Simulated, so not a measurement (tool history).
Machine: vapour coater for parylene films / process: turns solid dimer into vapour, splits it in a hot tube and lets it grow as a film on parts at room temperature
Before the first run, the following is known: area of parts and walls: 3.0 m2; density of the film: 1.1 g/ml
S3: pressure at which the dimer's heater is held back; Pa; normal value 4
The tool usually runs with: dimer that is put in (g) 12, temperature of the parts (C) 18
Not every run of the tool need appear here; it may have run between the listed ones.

run 1 day=0 | dimer_that_is_put_in_(g)=12 temperature_of_the_parts_(C)=18 S3=4 | thickness_of_the_film_(µm)=2.05
run 2 day=3.333 | dimer_that_is_put_in_(g)=12 temperature_of_the_parts_(C)=18 S3=4 | thickness_of_the_film_(µm)=2.07
-- day=6.496 trap's valve overhauled
run 3 day=6.496 | dimer_that_is_put_in_(g)=12 temperature_of_the_parts_(C)=18 S3=4 | thickness_of_the_film_(µm)=2.06
run 4 day=8.846 | dimer_that_is_put_in_(g)=12 temperature_of_the_parts_(C)=18 S3=4 | thickness_of_the_film_(µm)=2.08
run 5 day=11.079 | dimer_that_is_put_in_(g)=12 temperature_of_the_parts_(C)=18 S3=4 | thickness_of_the_film_(µm)=2.07
run 6 day=13.392 | dimer_that_is_put_in_(g)=12 temperature_of_the_parts_(C)=14 S3=2.28 | thickness_of_the_film_(µm)=2.53
run 7 day=15.242 | dimer_that_is_put_in_(g)=12 temperature_of_the_parts_(C)=14 S3=11.22 | thickness_of_the_film_(µm)=2.3
run 8 day=18.446 | dimer_that_is_put_in_(g)=7 temperature_of_the_parts_(C)=13 S3=2.68 | thickness_of_the_film_(µm)=1.52
run 9 day=20.158 | dimer_that_is_put_in_(g)=10 temperature_of_the_parts_(C)=12 S3=4 | thickness_of_the_film_(µm)=2.23
run 10 day=23.383 | dimer_that_is_put_in_(g)=8 temperature_of_the_parts_(C)=14 S3=3.33 | thickness_of_the_film_(µm)=1.66

The logged runs with the hidden state left out (each run's random variation unchanged):
What the log doesn't record here: vapour lost through the trap's worn valve, %; true temperature of the parts over the reading, C; drift of the gauge itself on film_um, %.
run=1 thickness_of_the_film_(µm)=2.05
run=2 thickness_of_the_film_(µm)=2.07
run=3 thickness_of_the_film_(µm)=2.05
run=4 thickness_of_the_film_(µm)=2.06
run=5 thickness_of_the_film_(µm)=2.06
run=6 thickness_of_the_film_(µm)=2.51
run=7 thickness_of_the_film_(µm)=2.27
run=8 thickness_of_the_film_(µm)=1.51
run=9 thickness_of_the_film_(µm)=2.2
run=10 thickness_of_the_film_(µm)=1.64
